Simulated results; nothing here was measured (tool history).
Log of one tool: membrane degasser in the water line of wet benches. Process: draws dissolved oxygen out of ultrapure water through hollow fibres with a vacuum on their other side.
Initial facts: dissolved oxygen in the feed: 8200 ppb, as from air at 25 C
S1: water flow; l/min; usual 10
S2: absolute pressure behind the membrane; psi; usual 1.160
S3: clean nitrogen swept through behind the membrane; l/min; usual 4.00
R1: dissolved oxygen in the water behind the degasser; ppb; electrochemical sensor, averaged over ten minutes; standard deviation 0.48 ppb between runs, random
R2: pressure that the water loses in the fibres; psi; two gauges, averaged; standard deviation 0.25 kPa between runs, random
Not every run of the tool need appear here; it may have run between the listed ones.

Run 1, hour 0.0: usual settings. Result: R1 37.6 ppb, R2 9.385 psi.
Run 2, hour 303.5: usual settings but S1 8 l/min. Result: R1 28.3 ppb, R2 7.468 psi.
At hour 447.7: vacuum gauge calibrated.
Run 3, hour 553.8: usual settings but S1 8 l/min, S3 2.10 l/min. Result: R1 49.3 ppb, R2 7.525 psi.
Run 4, hour 744.7: usual settings. Result: R1 37.1 ppb, R2 9.375 psi.
Run 5, hour 904.9: usual settings. Result: R1 39.0 ppb, R2 9.324 psi.
Run 6, hour 1092.5: usual settings but S2 1.375 psi. Result: R1 46.6 ppb, R2 9.375 psi.
Run 7, hour 1229.8: usual settings but S2 1.375 psi. Result: R1 47.7 ppb, R2 9.382 psi.
Run 8, hour 1481.7: usual settings but S2 1.375 psi. Result: R1 47.0 ppb, R2 9.404 psi.
Run 9, hour 1684.3: usual settings but S2 1.375 psi. Result: R1 46.5 ppb, R2 9.309 psi.
Run 10, hour 1834.0: usual settings but S1 6 l/min, S2 1.629 psi, S3 2.89 l/min. Result: R1 44.1 ppb, R2 5.646 psi.
Run 11, hour 2080.1: usual settings but S1 8 l/min, S3 3.78 l/min. Result: R1 29.6 ppb, R2 7.374 psi.
Run 12, hour 2215.2: usual settings but S1 8 l/min, S3 3.78 l/min. Result: R1 29.7 ppb, R2 7.490 psi.
Run 13, hour 2460.4: usual settings but S1 14 l/min, S2 0.751 psi, S3 2.30 l/min. Result: R1 47.5 ppb, R2 13.048 psi.
Run 14, hour 2631.4: usual settings but S1 14 l/min, S2 2.683 psi, S3 11.07 l/min. Result: R1 65.8 ppb, R2 13.090 psi.
Run 15, hour 2949.3: usual settings but S1 6 l/min, S2 2.529 psi, S3 1.81 l/min. Result: R1 116.0 ppb, R2 5.577 psi.
At hour 3128.5: seals of the vacuum lines changed.
Run 16, hour 3257.1: usual settings but S1 8 l/min, S2 0.712 psi, S3 2.43 l/min. Result: R1 18.6 ppb, R2 7.438 psi.
Run 17, hour 3486.9: usual settings but S1 8 l/min, S2 0.712 psi, S3 2.43 l/min. Result: R1 18.9 ppb, R2 7.459 psi.
Run 18, hour 3627.2: usual settings but S1 8 l/min, S2 0.712 psi, S3 2.43 l/min. Result: R1 18.8 ppb, R2 7.403 psi.

Consider 3 possible next runs. They are alternatives, not a sequence: every one starts from the tool as it was left by run 18. What does each give?
Run A, hour 3880.4: usual settings but S1 8 l/min, S2 0.712 psi, S3 1.90 l/min. Result: R1 ?, R2 ?.
Run B, hour 3880.4: usual settings but S1 9 l/min, S2 2.728 psi, S3 1.78 l/min. Result: R1 ?, R2 ?.
Run C, hour 3880.4: usual settings but S1 7 l/min, S2 0.712 psi, S3 10.02 l/min. Result: R1 ?, R2 ?.

run     R1     R2
  A   21.9  7.445
  B  196.5  8.444
  C    6.4  6.528
Take away the tool's hidden state, keep each run's random variation, and the runs would have read:
run     R1     R2
  A   21.9  7.522
  B  196.4  8.531
  C    6.4  6.595
